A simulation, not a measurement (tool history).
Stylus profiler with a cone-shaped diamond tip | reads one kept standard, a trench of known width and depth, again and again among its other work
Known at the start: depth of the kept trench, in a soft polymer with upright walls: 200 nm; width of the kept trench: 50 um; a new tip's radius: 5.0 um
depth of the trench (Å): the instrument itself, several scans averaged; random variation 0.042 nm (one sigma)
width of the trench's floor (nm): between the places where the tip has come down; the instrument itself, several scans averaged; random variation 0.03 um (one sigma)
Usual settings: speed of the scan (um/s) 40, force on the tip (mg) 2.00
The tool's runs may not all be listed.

run      day  speed of the scan (um/s)  force on the tip (mg)  depth of the trench (Å)  width of the trench's floor (nm)
  1    0.000                        40                   2.00                   2019.8                             46340
  2    3.612                        40                   2.00                   2019.9                             46310
  3    5.483                        40                   2.00                   2020.7                             46250
  4    7.333                        40                   2.00                   2020.8                             46250
  5   10.496                        40                   2.00                   2021.0                             46220
  6   12.942                        40                   2.00                   2020.8                             46240
  7   15.171                        40                   2.00                   2020.9                             46180
  8   18.479                        40                   2.00                   2021.6                             46150
  9   20.921                        40                   2.00                   2021.4                             46140
 10   24.262                        40                   2.00                   2021.5                             46110
 11   26.596                        40                   2.00                   2021.4                             46110
 12   28.567                        61                   2.00                   2021.2                             46060
 13   31.767                        61                   2.00                   2021.7                             45980
 14   33.462                        40                   4.95                   2036.9                             46060
 15   36.579                        40                   4.95                   2036.3                             46010
 16   38.554                        40                   4.95                   2036.7                             46010
 17   40.642                        40                   2.00                   2022.2                             45920
 18   43.600                        40                   2.71                   2026.1                             45930
 19   46.612                        40                   2.71                   2027.6                             45890
 20   49.083                        40                   4.34                   2034.8                             45870
 21   50.642                        40                   0.94                   2016.3                             45780
 22   52.454                        40                   0.94                   2016.0                             45820
      52.692  -- height scale calibrated on a step standard
 23   55.471                        40                   0.94                   2018.5                             45720
 24   57.300                        40                   0.94                   2018.5                             45770
 25   60.800                       107                   1.99                   2024.6                             45580
 26   63.021                        44                   3.52                   2033.6                             45840
 27   64.967                        53                   0.93                   2019.2                             45630
 28   67.421                        53                   0.93                   2018.6                             45600
 29   69.092                        56                   5.29                   2041.6                             45750
 30   71.292                        56                   5.29                   2041.9                             45710
      73.867  -- height scale calibrated on a step standard, once more
 31   73.996                        56                   5.29                   2032.8                             45720
 32   75.883                        77                   4.24                   2027.5                             45620
 33   77.746                        23                   0.76                   2007.7                             45660
 34   79.304                        40                   0.67                   2007.8                             45570
 35   82.892                        15                   5.38                   2033.4                             45730
 36   86.358                        40                   5.12                   2032.3                             45640
 37   88.421                       156                   2.42                   2020.4                             45290
 38   90.100                       112                   2.96                   2022.9                             45420
 39   92.975                       112                   2.96                   2022.8                             45410
 40   95.521                        23                   4.05                   2027.9                             45550
 41   97.946                       112                   2.53                   2021.1                             45300
 42  101.550                       112                   2.53                   2021.5                             45290
 43  104.775                       112                   2.53                   2022.1                             45320
 44  108.379                       112                   2.53                   2021.9                             45240
 45  110.983                        29                   5.86                   2037.2                             45460

Forecast each of these 4 alternatives for the next run:
  A  114.642                        33                   0.89                        ?                                 ?
  B  114.642                        29                   1.54                        ?                                 ?
  C  114.642                        40                   4.77                        ?                                 ?
  D  114.642                        40                   1.19                        ?                                 ?

run  depth of the trench (Å)  width of the trench's floor (nm)
  A                   2011.0                             45350
  B                   2016.1                             45390
  C                   2032.3                             45430
  D                   2014.3                             45370
Without the tool's hidden state the same runs would have given:
run  depth of the trench (Å)  width of the trench's floor (nm)
  A                   2009.3                             47070
  B                   2014.3                             47110
  C                   2030.5                             47150
  D                   2012.5                             47090
